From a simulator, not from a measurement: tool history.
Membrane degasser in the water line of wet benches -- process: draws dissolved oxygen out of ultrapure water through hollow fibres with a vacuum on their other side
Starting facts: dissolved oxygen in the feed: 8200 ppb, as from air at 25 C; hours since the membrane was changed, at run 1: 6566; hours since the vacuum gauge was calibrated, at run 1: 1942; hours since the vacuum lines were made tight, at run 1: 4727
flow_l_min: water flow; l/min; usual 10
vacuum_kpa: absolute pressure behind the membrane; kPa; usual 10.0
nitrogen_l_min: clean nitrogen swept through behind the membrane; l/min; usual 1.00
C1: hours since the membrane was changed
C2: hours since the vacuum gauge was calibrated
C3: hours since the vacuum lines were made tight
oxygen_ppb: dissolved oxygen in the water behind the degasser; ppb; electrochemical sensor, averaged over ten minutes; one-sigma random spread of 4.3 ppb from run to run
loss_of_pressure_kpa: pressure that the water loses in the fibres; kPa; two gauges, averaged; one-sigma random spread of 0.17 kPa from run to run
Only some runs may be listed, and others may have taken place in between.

Run 1, hour 0.0: usual settings; C1 6566; C2 1942; C3 4727. Result: oxygen_ppb 475.8 ppb, loss_of_pressure_kpa 31.05 kPa.
Run 2, hour 195.8: usual settings; C1 6762; C2 2137; C3 4923. Result: oxygen_ppb 488.8 ppb, loss_of_pressure_kpa 30.79 kPa.
Run 3, hour 415.7: usual settings; C1 6982; C2 2357; C3 5143. Result: oxygen_ppb 490.9 ppb, loss_of_pressure_kpa 30.75 kPa.
Run 4, hour 587.1: usual settings but flow_l_min 16 l/min; C1 7153; C2 2529; C3 5314. Result: oxygen_ppb 1210.7 ppb, loss_of_pressure_kpa 49.38 kPa.
Run 5, hour 763.0: usual settings but flow_l_min 12 l/min; C1 7329; C2 2705; C3 5490. Result: oxygen_ppb 711.7 ppb, loss_of_pressure_kpa 36.82 kPa.
Run 6, hour 908.3: usual settings but flow_l_min 12 l/min; C1 7474; C2 2850; C3 5636. Result: oxygen_ppb 711.0 ppb, loss_of_pressure_kpa 37.22 kPa.
At hour 934.6: vacuum gauge calibrated.
Run 7, hour 1165.1: usual settings; C1 7730; C2 231; C3 5892. Result: oxygen_ppb 485.5 ppb, loss_of_pressure_kpa 31.09 kPa.
Run 8, hour 1307.4: usual settings; C1 7873; C2 373; C3 6034. Result: oxygen_ppb 504.1 ppb, loss_of_pressure_kpa 30.83 kPa.
At hour 1513.9: seals of the vacuum lines changed.
At hour 1566.9: vacuum gauge calibrated, once more.
Run 9, hour 1584.5: usual settings; C1 8147; C2 18; C3 70. Result: oxygen_ppb 468.1 ppb, loss_of_pressure_kpa 31.43 kPa.
Run 10, hour 1782.7: usual settings but vacuum_kpa 13.7 kPa, nitrogen_l_min 1.29 l/min; C1 8346; C2 216; C3 268. Result: oxygen_ppb 515.2 ppb, loss_of_pressure_kpa 31.40 kPa.
Run 11, hour 2007.2: usual settings but flow_l_min 16 l/min, nitrogen_l_min 1.35 l/min; C1 8570; C2 440; C3 493. Result: oxygen_ppb 1157.0 ppb, loss_of_pressure_kpa 50.01 kPa.
Run 12, hour 2123.7: usual settings but flow_l_min 11 l/min, vacuum_kpa 6.2 kPa, nitrogen_l_min 1.31 l/min; C1 8687; C2 557; C3 609. Result: oxygen_ppb 494.2 ppb, loss_of_pressure_kpa 34.37 kPa.
Run 13, hour 2267.5: usual settings but flow_l_min 13 l/min, vacuum_kpa 8.3 kPa, nitrogen_l_min 0.45 l/min; C1 8830; C2 701; C3 753. Result: oxygen_ppb 915.0 ppb, loss_of_pressure_kpa 40.46 kPa.
Run 14, hour 2383.8: usual settings but flow_l_min 15 l/min, vacuum_kpa 8.3 kPa, nitrogen_l_min 0.45 l/min; C1 8947; C2 817; C3 869. Result: oxygen_ppb 1166.5 ppb, loss_of_pressure_kpa 47.20 kPa.
Run 15, hour 2591.8: usual settings but flow_l_min 15 l/min, vacuum_kpa 8.3 kPa, nitrogen_l_min 0.45 l/min; C1 9155; C2 1025; C3 1077. Result: oxygen_ppb 1170.3 ppb, loss_of_pressure_kpa 46.81 kPa.
Run 16, hour 2821.8: usual settings but flow_l_min 13 l/min, vacuum_kpa 8.3 kPa, nitrogen_l_min 0.45 l/min; C1 9385; C2 1255; C3 1307. Result: oxygen_ppb 939.0 ppb, loss_of_pressure_kpa 40.72 kPa.

Branching from run 16: 4 alternative next runs. What would each branch give?
Run A, hour 2959.6: usual settings but flow_l_min 12 l/min; C1 9522; C2 1393; C3 1445. Result: oxygen_ppb ?, loss_of_pressure_kpa ?.
Run B, hour 2959.6: usual settings but flow_l_min 7 l/min, vacuum_kpa 7.3 kPa, nitrogen_l_min 0.90 l/min; C1 9522; C2 1393; C3 1445. Result: oxygen_ppb ?, loss_of_pressure_kpa ?.
Run C, hour 2959.6: usual settings but vacuum_kpa 13.3 kPa, nitrogen_l_min 2.33 l/min; C1 9522; C2 1393; C3 1445. Result: oxygen_ppb ?, loss_of_pressure_kpa ?.
Run D, hour 2959.6: usual settings but flow_l_min 11 l/min, vacuum_kpa 8.4 kPa; C1 9522; C2 1393; C3 1445. Result: oxygen_ppb ?, loss_of_pressure_kpa ?.

run  oxygen_ppb  loss_of_pressure_kpa
  A       729.3                 37.56
  B       185.2                 21.71
  C       443.4                 31.29
  D       578.3                 34.83
Without the tool's unlogged condition, the same runs would have read:
run  oxygen_ppb  loss_of_pressure_kpa
  A       638.7                 35.28
  B       155.5                 20.38
  C       378.2                 29.39
  D       498.6                 32.74

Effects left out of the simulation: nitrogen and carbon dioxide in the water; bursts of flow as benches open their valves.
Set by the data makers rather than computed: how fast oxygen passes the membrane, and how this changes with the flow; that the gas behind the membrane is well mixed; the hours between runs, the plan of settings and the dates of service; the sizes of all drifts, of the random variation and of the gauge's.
